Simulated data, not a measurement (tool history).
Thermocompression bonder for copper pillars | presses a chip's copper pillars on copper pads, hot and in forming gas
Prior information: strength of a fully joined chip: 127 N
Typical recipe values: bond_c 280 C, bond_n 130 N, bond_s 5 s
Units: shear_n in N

{"run": 1, "hour": 0.0, "bond_c": 280, "bond_n": 130, "bond_s": 5, "shear_n": 73.8}
{"run": 2, "hour": 8.9, "bond_c": 273, "bond_n": 130, "bond_s": 5, "shear_n": 70.1}
{"run": 3, "hour": 15.9, "bond_c": 289, "bond_n": 130, "bond_s": 5, "shear_n": 77.7}
{"run": 4, "hour": 21.2, "bond_c": 277, "bond_n": 130, "bond_s": 5, "shear_n": 72.0}
{"run": 5, "hour": 31.1, "bond_c": 280, "bond_n": 130, "bond_s": 5, "shear_n": 73.4}
{"run": 6, "hour": 39.4, "bond_c": 280, "bond_n": 130, "bond_s": 5, "shear_n": 73.3}
{"run": 7, "hour": 48.7, "bond_c": 280, "bond_n": 130, "bond_s": 5, "shear_n": 73.4}
{"run": 8, "hour": 56.3, "bond_c": 250, "bond_n": 130, "bond_s": 5, "shear_n": 58.5}
{"run": 9, "hour": 64.1, "bond_c": 250, "bond_n": 130, "bond_s": 5, "shear_n": 58.7}
{"run": 10, "hour": 69.9, "bond_c": 280, "bond_n": 130, "bond_s": 5, "shear_n": 73.2}
{"run": 11, "hour": 77.4, "bond_c": 280, "bond_n": 130, "bond_s": 5, "shear_n": 73.7}
{"run": 12, "hour": 86.2, "bond_c": 280, "bond_n": 130, "bond_s": 5, "shear_n": 73.0}
{"run": 13, "hour": 91.8, "bond_c": 280, "bond_n": 130, "bond_s": 5, "shear_n": 73.0}
{"run": 14, "hour": 101.5, "bond_c": 253, "bond_n": 130, "bond_s": 5, "shear_n": 60.2}
{"run": 15, "hour": 111.7, "bond_c": 253, "bond_n": 161, "bond_s": 5, "shear_n": 68.0}
{"run": 16, "hour": 120.6, "bond_c": 253, "bond_n": 161, "bond_s": 5, "shear_n": 75.3}
{"run": 17, "hour": 126.7, "bond_c": 304, "bond_n": 130, "bond_s": 5, "shear_n": 92.7}
{"run": 18, "hour": 136.3, "bond_c": 304, "bond_n": 130, "bond_s": 5, "shear_n": 92.5}
{"run": 19, "hour": 147.0, "bond_c": 265, "bond_n": 130, "bond_s": 5, "shear_n": 72.8}
{"run": 20, "hour": 151.9, "bond_c": 265, "bond_n": 130, "bond_s": 5, "shear_n": 72.6}
{"run": 21, "hour": 158.6, "bond_c": 265, "bond_n": 130, "bond_s": 5, "shear_n": 73.2}
{"run": 22, "hour": 168.2, "bond_c": 265, "bond_n": 130, "bond_s": 5, "shear_n": 73.0}
{"run": 23, "hour": 176.0, "bond_c": 308, "bond_n": 115, "bond_s": 6, "shear_n": 93.2}
{"run": 24, "hour": 185.2, "bond_c": 308, "bond_n": 115, "bond_s": 6, "shear_n": 93.1}
{"run": 25, "hour": 192.8, "bond_c": 269, "bond_n": 115, "bond_s": 4, "shear_n": 64.7}
{"run": 26, "hour": 203.5, "bond_c": 263, "bond_n": 130, "bond_s": 14, "shear_n": 94.7}
{"run": 27, "hour": 210.5, "bond_c": 280, "bond_n": 130, "bond_s": 5, "shear_n": 80.4}
{"run": 28, "hour": 220.4, "bond_c": 276, "bond_n": 140, "bond_s": 4, "shear_n": 76.6}
{"run": 29, "hour": 232.2, "bond_c": 301, "bond_n": 95, "bond_s": 9, "shear_n": 94.3}
{"run": 30, "hour": 243.1, "bond_c": 301, "bond_n": 139, "bond_s": 9, "shear_n": 107.5}
{"run": 31, "hour": 250.9, "bond_c": 278, "bond_n": 138, "bond_s": 8, "shear_n": 95.8}
{"run": 32, "hour": 260.3, "bond_c": 278, "bond_n": 138, "bond_s": 8, "shear_n": 96.2}
{"run": 33, "hour": 265.9, "bond_c": 278, "bond_n": 138, "bond_s": 8, "shear_n": 95.6}
{"run": 34, "hour": 276.6, "bond_c": 280, "bond_n": 125, "bond_s": 5, "shear_n": 73.6}
{"run": 35, "hour": 288.0, "bond_c": 257, "bond_n": 87, "bond_s": 15, "shear_n": 71.3}
{"run": 36, "hour": 295.8, "bond_c": 304, "bond_n": 87, "bond_s": 7, "shear_n": 78.4}
{"run": 37, "hour": 306.9, "bond_c": 304, "bond_n": 87, "bond_s": 7, "shear_n": 78.2}
{"run": 38, "hour": 315.3, "bond_c": 288, "bond_n": 156, "bond_s": 3, "shear_n": 75.3}
{"run": 39, "hour": 325.9, "bond_c": 288, "bond_n": 171, "bond_s": 3, "shear_n": 78.9}
{"run": 40, "hour": 332.0, "bond_c": 284, "bond_n": 130, "bond_s": 7, "shear_n": 84.6}

Put back what was entered between runs (3 entries, withheld): which listed runs does each sit between, and how does the hidden state differ from the listed run before to the listed run after?
In the gap between runs 15 and 16: forming gas filter changed (hour 112.8)
  true temperature of the bond over the reading, C: 9.4 -> 9.5; oxide that the forming gas leaves, % of the face: 10.23 -> 0.72
  measured result minus the result with no hidden state, shear_n: -1.4 -> +5.9 N
In the gap between runs 28 and 29: heater calibrated with a thermocouple chip (hour 222.9)
  true temperature of the bond over the reading, C: 10.5 -> 17.9; force that reaches the chip, % of what is set: 101.7 -> 101.8; oxide that the forming gas leaves, % of the face: 1.92 -> 2.04
  measured result minus the result with no hidden state, shear_n: +5.2 -> +7.5 N
In the gap between runs 33 and 34: heater calibrated with a thermocouple chip, once more (hour 270.2)
  true temperature of the bond over the reading, C: 18.3 -> 0.8; oxide that the forming gas leaves, % of the face: 2.44 -> 2.52
  measured result minus the result with no hidden state, shear_n: +8.0 -> -0.3 N
